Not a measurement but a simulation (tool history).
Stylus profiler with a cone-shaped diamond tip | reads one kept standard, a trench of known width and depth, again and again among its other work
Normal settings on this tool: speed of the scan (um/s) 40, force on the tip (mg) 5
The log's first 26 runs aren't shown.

| run | hour | speed of the scan (um/s) | force on the tip (mg) | scans with this tip | hours of work since the height scale was calibrated | depth of the trench (nm) | width of the trench's floor (µm) |
|---|---|---|---|---|---|---|---|
| 27 | 421.7 | 40 | 3.67 | 10759 | 36 | 101.77 | 98.31 |
| 28 | 438.2 | 12 | 14.04 | 10910 | 48 | 104.49 | 98.39 |
| 29 | 456.3 | 12 | 5.87 | 11074 | 61 | 102.41 | 98.39 |
| 30 | 478.7 | 12 | 5.87 | 11277 | 77 | 102.31 | 98.3 |
| 31 | 489.8 | 89 | 3.23 | 11378 | 85 | 101.63 | 98.18 |
| 32 | 502.8 | 89 | 3.23 | 11496 | 95 | 101.45 | 98.22 |
| 33 | 519.8 | 27 | 6.86 | 11650 | 107 | 102.7 | 98.38 |
| 34 | 538.7 | 27 | 6.86 | 11822 | 121 | 102.67 | 98.36 |
| 35 | 548.7 | 27 | 6.86 | 11912 | 128 | 102.82 | 98.37 |
| 36 | 563.7 | 60 | 5.1 | 12048 | 139 | 102.13 | 98.34 |
| 37 | 580.9 | 60 | 5.1 | 12204 | 152 | 102.18 | 98.24 |
| 38 | 591.3 | 19 | 3.16 | 12298 | 159 | 101.57 | 98.32 |

Each row is a separate what-if for the run after 38, all from the same tool condition, not one after another. Results?
| A | 613.3 | 18 | 5 | 12498 | 175 | ? | ? |
| B | 613.3 | 18 | 6.17 | 12498 | 175 | ? | ? |
| C | 613.3 | 40 | 5 | 12498 | 175 | ? | ? |
| D | 613.3 | 116 | 9.32 | 12498 | 175 | ? | ? |
| E | 613.3 | 35 | 11.84 | 12498 | 175 | ? | ? |

| run | depth of the trench (nm) | width of the trench's floor (µm) |
|---|---|---|
| A | 102.11 | 98.34 |
| B | 102.52 | 98.41 |
| C | 102.17 | 98.31 |
| D | 103.24 | 98.26 |
| E | 103.97 | 98.34 |
Stripped of hidden state, with their random variation kept, the same runs would have yielded:
| run | depth of the trench (nm) | width of the trench's floor (µm) |
|---|---|---|
| A | 102.24 | 98.55 |
| B | 102.65 | 98.62 |
| C | 102.3 | 98.52 |
| D | 103.36 | 98.47 |
| E | 104.1 | 98.55 |
